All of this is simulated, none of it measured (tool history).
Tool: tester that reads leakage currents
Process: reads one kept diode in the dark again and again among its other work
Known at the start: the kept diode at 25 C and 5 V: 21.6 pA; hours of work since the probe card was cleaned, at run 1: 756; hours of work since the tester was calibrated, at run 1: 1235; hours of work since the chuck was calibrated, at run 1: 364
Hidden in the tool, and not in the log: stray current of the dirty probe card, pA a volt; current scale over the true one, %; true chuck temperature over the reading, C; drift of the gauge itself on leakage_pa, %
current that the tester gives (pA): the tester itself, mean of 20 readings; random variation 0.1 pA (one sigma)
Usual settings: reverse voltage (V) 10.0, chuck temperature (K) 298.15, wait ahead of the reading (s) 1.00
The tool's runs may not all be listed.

| run | hour | reverse voltage (V) | chuck temperature (K) | wait ahead of the reading (s) | hours of work since the probe card was cleaned | hours of work since the tester was calibrated | hours of work since the chuck was calibrated | current that the tester gives (pA) |
|---|---|---|---|---|---|---|---|---|
| 1 | 0.0 | 10.0 | 298.15 | 1.00 | 756 | 1235 | 364 | 35.28 |
| 2 | 107.2 | 10.0 | 298.15 | 1.00 | 799 | 1279 | 408 | 35.47 |
| 3 | 222.2 | 10.0 | 298.15 | 1.00 | 846 | 1326 | 454 | 35.93 |
| 4 | 285.3 | 10.0 | 298.15 | 1.00 | 871 | 1351 | 480 | 36.13 |
| 5 | 351.7 | 10.0 | 298.15 | 1.00 | 898 | 1378 | 507 | 36.31 |
| 6 | 436.7 | 10.0 | 298.15 | 1.00 | 933 | 1413 | 541 | 36.22 |
| 7 | 548.5 | 10.0 | 298.15 | 1.00 | 978 | 1458 | 587 | 36.55 |
| 8 | 631.1 | 10.0 | 298.15 | 1.00 | 1012 | 1492 | 620 | 36.87 |
| 9 | 718.6 | 10.0 | 298.15 | 1.00 | 1047 | 1527 | 656 | 37.33 |
| 10 | 837.8 | 10.0 | 298.15 | 1.00 | 1096 | 1576 | 704 | 37.51 |
| 11 | 904.6 | 10.0 | 324.15 | 1.00 | 1123 | 1603 | 732 | 232.03 |
| 12 | 957.0 | 10.0 | 324.15 | 1.00 | 1144 | 1624 | 753 | 232.10 |
| 13 | 1038.1 | 10.0 | 324.15 | 1.00 | 1177 | 1657 | 786 | 230.52 |
| 14 | 1134.3 | 10.0 | 298.15 | 1.00 | 1216 | 1696 | 825 | 38.29 |
| 15 | 1209.1 | 10.0 | 298.15 | 1.00 | 1247 | 1727 | 855 | 38.21 |
| 16 | 1267.5 | 10.0 | 298.15 | 1.00 | 1270 | 1750 | 879 | 38.60 |
| 17 | 1358.7 | 10.0 | 298.15 | 1.00 | 1307 | 1787 | 916 | 38.94 |
| 18 | 1409.1 | 10.0 | 298.15 | 1.00 | 1328 | 1808 | 936 | 38.90 |
| 19 | 1461.3 | 10.0 | 298.15 | 1.00 | 1349 | 1829 | 958 | 39.04 |
|  | 1469.4 | chuck's temperature calibrated |
| 20 | 1535.9 | 10.0 | 315.15 | 1.00 | 1379 | 1859 | 27 | 111.64 |
| 21 | 1627.7 | 10.0 | 298.15 | 1.00 | 1416 | 1896 | 64 | 37.73 |
| 22 | 1692.9 | 10.0 | 298.15 | 1.00 | 1442 | 1922 | 91 | 37.93 |
| 23 | 1802.0 | 2.8 | 299.15 | 1.00 | 1487 | 1967 | 135 | 19.52 |
| 24 | 1891.1 | 2.8 | 299.15 | 1.00 | 1523 | 2003 | 171 | 19.55 |
| 25 | 1992.8 | 11.4 | 313.15 | 1.59 | 1564 | 2044 | 213 | 102.87 |
| 26 | 2086.9 | 2.4 | 311.15 | 5.15 | 1602 | 2082 | 251 | 44.03 |
|  | 2124.1 | chuck's temperature calibrated, once more |
| 27 | 2155.1 | 1.7 | 327.15 | 1.25 | 1629 | 2109 | 13 | 162.73 |
| 28 | 2271.3 | 1.7 | 327.15 | 1.25 | 1677 | 2156 | 60 | 160.88 |
| 29 | 2362.2 | 2.6 | 325.15 | 0.45 | 1714 | 2193 | 97 | 162.47 |
| 30 | 2423.2 | 2.6 | 325.15 | 0.45 | 1738 | 2218 | 121 | 162.44 |
| 31 | 2472.8 | 12.9 | 314.15 | 3.46 | 1758 | 2238 | 142 | 140.98 |
| 32 | 2555.5 | 13.4 | 300.15 | 0.77 | 1792 | 2272 | 175 | 61.85 |
| 33 | 2626.4 | 1.9 | 298.15 | 1.00 | 1821 | 2301 | 204 | 18.41 |
| 34 | 2729.4 | 10.0 | 295.15 | 0.34 | 1863 | 2342 | 246 | 42.35 |
| 35 | 2817.3 | 2.7 | 297.15 | 1.61 | 1898 | 2378 | 282 | 20.50 |
| 36 | 2890.1 | 2.7 | 297.15 | 0.65 | 1928 | 2408 | 311 | 20.66 |
| 37 | 2978.3 | 2.7 | 297.15 | 0.65 | 1964 | 2444 | 347 | 20.73 |
| 38 | 3087.6 | 10.0 | 294.15 | 1.00 | 2008 | 2488 | 391 | 39.95 |
| 39 | 3200.7 | 1.2 | 319.15 | 3.57 | 2054 | 2534 | 437 | 74.01 |
| 40 | 3294.6 | 2.8 | 324.15 | 4.65 | 2092 | 2572 | 475 | 149.04 |
| 41 | 3408.2 | 6.4 | 318.15 | 0.54 | 2138 | 2618 | 522 | 134.75 |

Forecast each of these 3 alternatives for the next run:
| A | 3513.3 | 1.7 | 303.15 | 0.66 | 2181 | 2661 | 564 | ? |
| B | 3513.3 | 10.0 | 298.15 | 6.30 | 2181 | 2661 | 564 | ? |
| C | 3513.3 | 3.9 | 298.15 | 0.52 | 2181 | 2661 | 564 | ? |

| run | current that the tester gives (pA) |
|---|---|
| A | 25.09 |
| B | 48.11 |
| C | 27.51 |
Without the tool's hidden state the same runs would have given:
| run | current that the tester gives (pA) |
|---|---|
| A | 23.31 |
| B | 28.06 |
| C | 20.54 |

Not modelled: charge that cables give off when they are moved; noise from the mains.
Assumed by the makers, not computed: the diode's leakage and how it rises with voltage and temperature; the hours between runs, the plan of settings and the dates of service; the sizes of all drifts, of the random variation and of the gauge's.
